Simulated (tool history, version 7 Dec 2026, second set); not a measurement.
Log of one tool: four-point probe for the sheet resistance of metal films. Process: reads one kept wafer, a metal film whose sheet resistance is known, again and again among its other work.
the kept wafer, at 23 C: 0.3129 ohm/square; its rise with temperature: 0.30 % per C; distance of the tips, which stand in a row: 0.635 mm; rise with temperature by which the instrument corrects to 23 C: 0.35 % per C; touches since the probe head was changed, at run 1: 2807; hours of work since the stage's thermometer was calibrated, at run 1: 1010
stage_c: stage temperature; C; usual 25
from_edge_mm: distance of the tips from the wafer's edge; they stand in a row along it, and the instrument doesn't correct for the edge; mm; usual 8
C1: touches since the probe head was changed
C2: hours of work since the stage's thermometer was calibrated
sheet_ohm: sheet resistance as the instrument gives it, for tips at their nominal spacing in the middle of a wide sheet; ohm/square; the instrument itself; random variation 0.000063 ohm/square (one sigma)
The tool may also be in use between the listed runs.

{"run": 1, "hour": 0.0, "stage_c": 25, "from_edge_mm": 8, "C1": 2807, "C2": 1010, "sheet_ohm": 0.314765}
{"run": 2, "hour": 22.4, "stage_c": 25, "from_edge_mm": 8, "C1": 3184, "C2": 1019, "sheet_ohm": 0.314617}
{"run": 3, "hour": 38.8, "stage_c": 25, "from_edge_mm": 15, "C1": 3462, "C2": 1026, "sheet_ohm": 0.313944}
{"run": 4, "hour": 56.6, "stage_c": 25, "from_edge_mm": 8, "C1": 3761, "C2": 1033, "sheet_ohm": 0.314576}
{"run": 5, "hour": 72.7, "stage_c": 25, "from_edge_mm": 8, "C1": 4032, "C2": 1040, "sheet_ohm": 0.314685}
{"run": 6, "hour": 84.7, "stage_c": 25, "from_edge_mm": 8, "C1": 4235, "C2": 1045, "sheet_ohm": 0.31467}
{"run": 7, "hour": 99.8, "stage_c": 25, "from_edge_mm": 27, "C1": 4490, "C2": 1051, "sheet_ohm": 0.313647}
{"run": 8, "hour": 111.6, "stage_c": 25, "from_edge_mm": 8, "C1": 4687, "C2": 1056, "sheet_ohm": 0.314694}
{"run": 9, "hour": 125.7, "stage_c": 25, "from_edge_mm": 8, "C1": 4926, "C2": 1061, "sheet_ohm": 0.314649}
{"run": 10, "hour": 138.6, "stage_c": 20, "from_edge_mm": 9, "C1": 5144, "C2": 1067, "sheet_ohm": 0.31531}
{"run": 11, "hour": 161.9, "stage_c": 34, "from_edge_mm": 43, "C1": 5535, "C2": 1076, "sheet_ohm": 0.312186}
{"run": 12, "hour": 185.8, "stage_c": 25, "from_edge_mm": 4, "C1": 5938, "C2": 1086, "sheet_ohm": 0.317753}
{"run": 13, "hour": 201.6, "stage_c": 30, "from_edge_mm": 8, "C1": 6205, "C2": 1092, "sheet_ohm": 0.313916}
{"run": 14, "hour": 226.2, "stage_c": 28, "from_edge_mm": 36, "C1": 6618, "C2": 1102, "sheet_ohm": 0.313095}
{"run": 15, "hour": 240.9, "stage_c": 28, "from_edge_mm": 36, "C1": 6867, "C2": 1108, "sheet_ohm": 0.313138}
{"run": 16, "hour": 252.6, "stage_c": 18, "from_edge_mm": 36, "C1": 7065, "C2": 1113, "sheet_ohm": 0.314732}
{"run": 17, "hour": 275.9, "stage_c": 28, "from_edge_mm": 4, "C1": 7456, "C2": 1123, "sheet_ohm": 0.317253}
{"run": 18, "hour": 288.0, "stage_c": 28, "from_edge_mm": 4, "C1": 7661, "C2": 1127, "sheet_ohm": 0.317383}

4 ways to go on from here, each from the tool as it stands after run 18. What would each give?
{"run": "A", "hour": 304.9, "stage_c": 22, "from_edge_mm": 16, "C1": 7945, "C2": 1134, "sheet_ohm": "?"}
{"run": "B", "hour": 304.9, "stage_c": 25, "from_edge_mm": 4, "C1": 7945, "C2": 1134, "sheet_ohm": "?"}
{"run": "C", "hour": 304.9, "stage_c": 34, "from_edge_mm": 3, "C1": 7945, "C2": 1134, "sheet_ohm": "?"}
{"run": "D", "hour": 304.9, "stage_c": 31, "from_edge_mm": 7, "C1": 7945, "C2": 1134, "sheet_ohm": "?"}

run=A sheet_ohm=0.314342
run=B sheet_ohm=0.317759
run=C sheet_ohm=0.319645
run=D sheet_ohm=0.314053
Without the tool's hidden state the same runs would have given:
run=A sheet_ohm=0.313382
run=B sheet_ohm=0.316791
run=C sheet_ohm=0.318678
run=D sheet_ohm=0.313100
